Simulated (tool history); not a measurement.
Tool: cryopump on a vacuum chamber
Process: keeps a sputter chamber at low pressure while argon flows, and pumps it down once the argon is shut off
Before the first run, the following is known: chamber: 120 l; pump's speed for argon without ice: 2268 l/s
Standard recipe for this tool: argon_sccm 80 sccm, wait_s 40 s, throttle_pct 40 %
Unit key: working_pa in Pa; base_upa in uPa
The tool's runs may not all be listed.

{"run": 1, "day": 0.0, "argon_sccm": 80, "wait_s": 40, "throttle_pct": 40, "working_pa": 0.1511, "base_upa": 2.77}
{"run": 2, "day": 1.029, "argon_sccm": 39, "wait_s": 40, "throttle_pct": 40, "working_pa": 0.0741, "base_upa": 2.86}
{"run": 3, "day": 1.892, "argon_sccm": 39, "wait_s": 40, "throttle_pct": 40, "working_pa": 0.0742, "base_upa": 2.8}
{"run": 4, "day": 3.333, "argon_sccm": 80, "wait_s": 40, "throttle_pct": 40, "working_pa": 0.1522, "base_upa": 2.78}
{"run": 5, "day": 4.246, "argon_sccm": 80, "wait_s": 40, "throttle_pct": 40, "working_pa": 0.1527, "base_upa": 2.85}
{"run": 6, "day": 5.262, "argon_sccm": 112, "wait_s": 40, "throttle_pct": 40, "working_pa": 0.2156, "base_upa": 2.85}
{"run": 7, "day": 6.496, "argon_sccm": 112, "wait_s": 40, "throttle_pct": 40, "working_pa": 0.2145, "base_upa": 2.91}
{"run": 8, "day": 7.538, "argon_sccm": 80, "wait_s": 56, "throttle_pct": 40, "working_pa": 0.1523, "base_upa": 2.46}
{"run": 9, "day": 8.558, "argon_sccm": 80, "wait_s": 40, "throttle_pct": 17, "working_pa": 0.3554, "base_upa": 2.84}
{"run": 10, "day": 9.892, "argon_sccm": 80, "wait_s": 40, "throttle_pct": 17, "working_pa": 0.3545, "base_upa": 2.84}
{"run": 11, "day": 11.312, "argon_sccm": 80, "wait_s": 40, "throttle_pct": 17, "working_pa": 0.3566, "base_upa": 2.82}
{"run": 12, "day": 11.954, "argon_sccm": 37, "wait_s": 40, "throttle_pct": 17, "working_pa": 0.1643, "base_upa": 2.85}
{"run": 13, "day": 12.962, "argon_sccm": 37, "wait_s": 40, "throttle_pct": 17, "working_pa": 0.1647, "base_upa": 2.82}
{"run": 14, "day": 13.946, "argon_sccm": 37, "wait_s": 40, "throttle_pct": 17, "working_pa": 0.1637, "base_upa": 2.81}
{"run": 15, "day": 14.983, "argon_sccm": 80, "wait_s": 40, "throttle_pct": 40, "working_pa": 0.1539, "base_upa": 2.85}
{"run": 16, "day": 16.346, "argon_sccm": 80, "wait_s": 40, "throttle_pct": 40, "working_pa": 0.1539, "base_upa": 2.84}
{"run": 17, "day": 17.4, "argon_sccm": 108, "wait_s": 44, "throttle_pct": 40, "working_pa": 0.2087, "base_upa": 2.8}
{"run": 18, "day": 18.521, "argon_sccm": 80, "wait_s": 139, "throttle_pct": 34, "working_pa": 0.1813, "base_upa": 1.96}
{"run": 19, "day": 19.129, "argon_sccm": 60, "wait_s": 26, "throttle_pct": 34, "working_pa": 0.1346, "base_upa": 3.56}
{"run": 20, "day": 20.025, "argon_sccm": 60, "wait_s": 26, "throttle_pct": 46, "working_pa": 0.1005, "base_upa": 3.77}
{"run": 21, "day": 21.017, "argon_sccm": 60, "wait_s": 238, "throttle_pct": 46, "working_pa": 0.1016, "base_upa": 1.81}
{"run": 22, "day": 21.917, "argon_sccm": 50, "wait_s": 124, "throttle_pct": 46, "working_pa": 0.0847, "base_upa": 2.05}
{"run": 23, "day": 23.383, "argon_sccm": 43, "wait_s": 121, "throttle_pct": 46, "working_pa": 0.0728, "base_upa": 2.01}
{"run": 24, "day": 24.129, "argon_sccm": 143, "wait_s": 69, "throttle_pct": 32, "working_pa": 0.345, "base_upa": 2.37}
{"day": 24.762, "done": "leaking fittings of the chamber tightened, without venting"}
{"run": 25, "day": 25.046, "argon_sccm": 86, "wait_s": 30, "throttle_pct": 48, "working_pa": 0.14, "base_upa": 1.86}
{"run": 26, "day": 26.262, "argon_sccm": 86, "wait_s": 30, "throttle_pct": 48, "working_pa": 0.1396, "base_upa": 1.89}
{"run": 27, "day": 27.621, "argon_sccm": 86, "wait_s": 30, "throttle_pct": 48, "working_pa": 0.1403, "base_upa": 1.98}
{"run": 28, "day": 28.238, "argon_sccm": 35, "wait_s": 41, "throttle_pct": 22, "working_pa": 0.1218, "base_upa": 1.48}
{"run": 29, "day": 29.388, "argon_sccm": 80, "wait_s": 40, "throttle_pct": 42, "working_pa": 0.1481, "base_upa": 1.48}
{"run": 30, "day": 30.05, "argon_sccm": 80, "wait_s": 75, "throttle_pct": 40, "working_pa": 0.1549, "base_upa": 0.91}
{"run": 31, "day": 30.912, "argon_sccm": 113, "wait_s": 60, "throttle_pct": 40, "working_pa": 0.2198, "base_upa": 1.13}

Hidden state or all else? Some run-to-run changes of working_pa, split into what the settings, what came in and random variation would give without the hidden state, and what is left for the hidden state (with any gauge scatter that isn't in both results):
The tool's hidden condition here consists of: pump's speed, % of a pump's without ice; cold plate's temperature, K; leak into the chamber, uPa l/s; drift of the gauge itself on working_pa, %; drift of the gauge itself on base_upa, %.
Run 8 -> 9: wait_s 56 -> 40, throttle_pct 40 -> 17. working_pa +0.2031 Pa: hidden state +0.0001, all else +0.203.
Run 23 -> 24: argon_sccm 43 -> 143, wait_s 121 -> 69, throttle_pct 46 -> 32. working_pa +0.2722 Pa: hidden state +0.0074, all else +0.2648.
Run 24 -> 25: argon_sccm 143 -> 86, wait_s 69 -> 30, throttle_pct 32 -> 48, leaking fittings of the chamber tightened, without venting. working_pa -0.205 Pa: hidden state -0.0041, all else -0.2009.
Run 27 -> 28: argon_sccm 86 -> 35, wait_s 30 -> 41, throttle_pct 48 -> 22. working_pa -0.0185 Pa: hidden state -0.004, all else -0.0145.
